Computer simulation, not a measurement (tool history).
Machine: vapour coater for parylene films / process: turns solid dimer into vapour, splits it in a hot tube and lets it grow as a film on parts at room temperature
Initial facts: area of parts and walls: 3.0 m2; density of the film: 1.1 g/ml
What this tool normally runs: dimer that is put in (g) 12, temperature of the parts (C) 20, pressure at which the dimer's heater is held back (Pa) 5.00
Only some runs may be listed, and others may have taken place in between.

run	hour	dimer that is put in (g)	temperature of the parts (C)	pressure at which the dimer's heater is held back (Pa)	thickness of the film (nm)
1	0.0	12	20	5.00	2110
2	17.3	12	20	5.00	2080
3	44.6	12	20	5.00	2110
4	62.2	12	20	5.00	2050
5	81.0	12	30	5.00	1630
6	104.5	12	20	6.32	2030
7	126.3	12	20	5.00	2120
8	146.2	12	20	3.08	2280
9	163.7	12	20	3.08	2270
10	189.2	12	20	3.08	2220
11	217.9	12	20	3.08	2290
12	248.4	12	20	5.00	2080
13	262.1	12	20	5.00	2060
14	276.6	12	20	2.40	2350
15	294.7	12	20	2.40	2340
16	324.9	12	20	2.40	2320
17	353.9	12	20	5.00	2080
18	367.5	12	20	5.00	2080
19	388.8	18	20	5.00	3100
# hour 409.9: trap's valve overhauled
20	409.9	18	20	5.00	3130
21	432.5	18	20	5.00	3170
22	451.0	18	20	5.00	3180
23	477.7	18	20	5.00	3130
24	501.9	18	20	5.00	3160
25	519.5	9	15	6.50	1670
26	545.9	15	15	6.50	2840
27	558.6	15	15	6.50	2830
28	575.4	15	15	6.50	2840
29	603.2	11	30	2.57	1670
30	628.6	12	14	7.61	2260
31	658.5	12	14	7.61	2250
32	675.8	6	29	7.95	780
33	688.2	6	29	7.95	780
34	707.9	12	31	5.00	1620
35	725.8	19	31	8.63	2300
36	749.3	19	31	8.63	2250
37	776.6	5	31	5.00	660
38	801.7	11	18	6.56	1930
39	832.2	8	20	3.41	1450
40	850.6	12	20	2.30	2390
41	869.5	9	17	4.26	1740

Expected results for the next run?
42	897.8	14	22	5.00	?

thickness of the film (nm): 2340
The same run, on a tool lacking any hidden state, would have yielded thickness of the film (nm) 2350.
